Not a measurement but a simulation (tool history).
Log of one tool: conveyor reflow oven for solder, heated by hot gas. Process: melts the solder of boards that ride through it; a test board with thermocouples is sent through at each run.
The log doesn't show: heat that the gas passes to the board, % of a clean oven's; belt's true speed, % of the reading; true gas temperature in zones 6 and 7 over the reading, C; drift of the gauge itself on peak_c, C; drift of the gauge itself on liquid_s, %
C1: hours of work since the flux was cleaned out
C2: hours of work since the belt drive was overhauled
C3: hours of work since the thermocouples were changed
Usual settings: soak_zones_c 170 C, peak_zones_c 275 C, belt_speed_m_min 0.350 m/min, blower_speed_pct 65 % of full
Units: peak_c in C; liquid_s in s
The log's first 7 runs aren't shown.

Run 8, hour 34.0: usual settings but soak_zones_c 167 C, peak_zones_c 278 C, belt_speed_m_min 0.342 m/min; C1 465; C2 182; C3 98. Result: peak_c 265.48 C, liquid_s 103.0 s.
Run 9, hour 38.1: usual settings; C1 467; C2 184; C3 100. Result: peak_c 262.55 C, liquid_s 99.4 s.
Run 10, hour 42.8: usual settings; C1 469; C2 186; C3 102. Result: peak_c 262.42 C, liquid_s 99.5 s.
Run 11, hour 48.0: usual settings; C1 471; C2 188; C3 104. Result: peak_c 262.56 C, liquid_s 99.6 s.
Run 12, hour 53.6: usual settings but belt_speed_m_min 0.322 m/min; C1 474; C2 191; C3 107. Result: peak_c 264.66 C, liquid_s 111.1 s.
Run 13, hour 58.6: usual settings but belt_speed_m_min 0.322 m/min; C1 476; C2 193; C3 109. Result: peak_c 264.82 C, liquid_s 111.2 s.
Run 14, hour 64.9: usual settings but belt_speed_m_min 0.322 m/min; C1 479; C2 195; C3 112. Result: peak_c 264.68 C, liquid_s 111.0 s.
Run 15, hour 70.6: usual settings but belt_speed_m_min 0.322 m/min; C1 481; C2 198; C3 114. Result: peak_c 264.58 C, liquid_s 111.4 s.
Run 16, hour 75.2: usual settings but peak_zones_c 278 C, belt_speed_m_min 0.341 m/min; C1 483; C2 200; C3 116. Result: peak_c 265.97 C, liquid_s 105.4 s.
Run 17, hour 84.1: usual settings but soak_zones_c 162 C, peak_zones_c 268 C; C1 487; C2 204; C3 120. Result: peak_c 254.75 C, liquid_s 88.8 s.
Run 18, hour 92.5: usual settings but soak_zones_c 162 C, peak_zones_c 268 C; C1 491; C2 207; C3 123. Result: peak_c 254.76 C, liquid_s 88.6 s.
At hour 98.4: flux residue cleaned out of gas plates and filters.
Run 19, hour 105.4: usual settings but soak_zones_c 182 C, peak_zones_c 266 C, belt_speed_m_min 0.361 m/min, blower_speed_pct 63 % of full; C1 3; C2 211; C3 127. Result: peak_c 256.56 C, liquid_s 98.3 s.
Run 20, hour 109.8: usual settings but soak_zones_c 182 C, peak_zones_c 265 C, belt_speed_m_min 0.361 m/min, blower_speed_pct 84 % of full; C1 5; C2 213; C3 129. Result: peak_c 257.94 C, liquid_s 100.6 s.
Run 21, hour 116.6: usual settings but soak_zones_c 182 C, peak_zones_c 265 C, belt_speed_m_min 0.361 m/min, blower_speed_pct 84 % of full; C1 8; C2 216; C3 132. Result: peak_c 258.15 C, liquid_s 100.6 s.
Run 22, hour 124.7: usual settings but soak_zones_c 182 C, peak_zones_c 265 C, belt_speed_m_min 0.361 m/min, blower_speed_pct 84 % of full; C1 11; C2 219; C3 135. Result: peak_c 258.03 C, liquid_s 100.6 s.
Run 23, hour 131.5: usual settings but peak_zones_c 281 C, blower_speed_pct 59 % of full; C1 14; C2 222; C3 138. Result: peak_c 269.34 C, liquid_s 105.1 s.
Run 24, hour 137.2: usual settings but soak_zones_c 178 C, blower_speed_pct 77 % of full; C1 17; C2 225; C3 141. Result: peak_c 267.10 C, liquid_s 107.7 s.
Run 25, hour 141.2: usual settings but soak_zones_c 178 C, blower_speed_pct 77 % of full; C1 19; C2 226; C3 142. Result: peak_c 266.90 C, liquid_s 107.6 s.
Run 26, hour 146.4: usual settings but soak_zones_c 178 C, peak_zones_c 269 C, belt_speed_m_min 0.333 m/min, blower_speed_pct 63 % of full; C1 21; C2 229; C3 145. Result: peak_c 260.60 C, liquid_s 108.4 s.
Run 27, hour 154.9: usual settings but peak_zones_c 289 C; C1 24; C2 232; C3 148. Result: peak_c 277.99 C, liquid_s 110.6 s.
Run 28, hour 159.6: usual settings but soak_zones_c 181 C, peak_zones_c 277 C, belt_speed_m_min 0.413 m/min, blower_speed_pct 70 % of full; C1 26; C2 234; C3 150. Result: peak_c 264.14 C, liquid_s 89.9 s.
Run 29, hour 167.8: usual settings but soak_zones_c 181 C, peak_zones_c 277 C, belt_speed_m_min 0.413 m/min, blower_speed_pct 70 % of full; C1 30; C2 238; C3 154. Result: peak_c 264.19 C, liquid_s 89.8 s.
Run 30, hour 174.0: usual settings but soak_zones_c 181 C, peak_zones_c 277 C, belt_speed_m_min 0.413 m/min, blower_speed_pct 70 % of full; C1 33; C2 240; C3 157. Result: peak_c 263.96 C, liquid_s 90.0 s.

5 ways to go on from here, each from the tool as it stands after run 30. What would each give?
Run A, hour 181.0: usual settings but soak_zones_c 181 C, peak_zones_c 277 C, belt_speed_m_min 0.413 m/min, blower_speed_pct 74 % of full; C1 36; C2 243; C3 160. Result: peak_c ?, liquid_s ?.
Run B, hour 181.0: usual settings but soak_zones_c 165 C, belt_speed_m_min 0.321 m/min; C1 36; C2 243; C3 160. Result: peak_c ?, liquid_s ?.
Run C, hour 181.0: usual settings; C1 36; C2 243; C3 160. Result: peak_c ?, liquid_s ?.
Run D, hour 181.0: usual settings but belt_speed_m_min 0.288 m/min, blower_speed_pct 63 % of full; C1 36; C2 243; C3 160. Result: peak_c ?, liquid_s ?.
Run E, hour 181.0: usual settings but soak_zones_c 184 C, peak_zones_c 270 C, belt_speed_m_min 0.342 m/min; C1 36; C2 243; C3 160. Result: peak_c ?, liquid_s ?.

run  peak_c  liquid_s
  A  264.72      90.5
  B  266.12     111.1
  C  264.58     101.8
  D  268.64     129.0
  E  261.62     109.8
Without the tool's hidden state the same runs would have given:
run  peak_c  liquid_s
  A  264.76      90.3
  B  266.13     110.9
  C  264.60     101.6
  D  268.61     128.7
  E  261.61     109.6
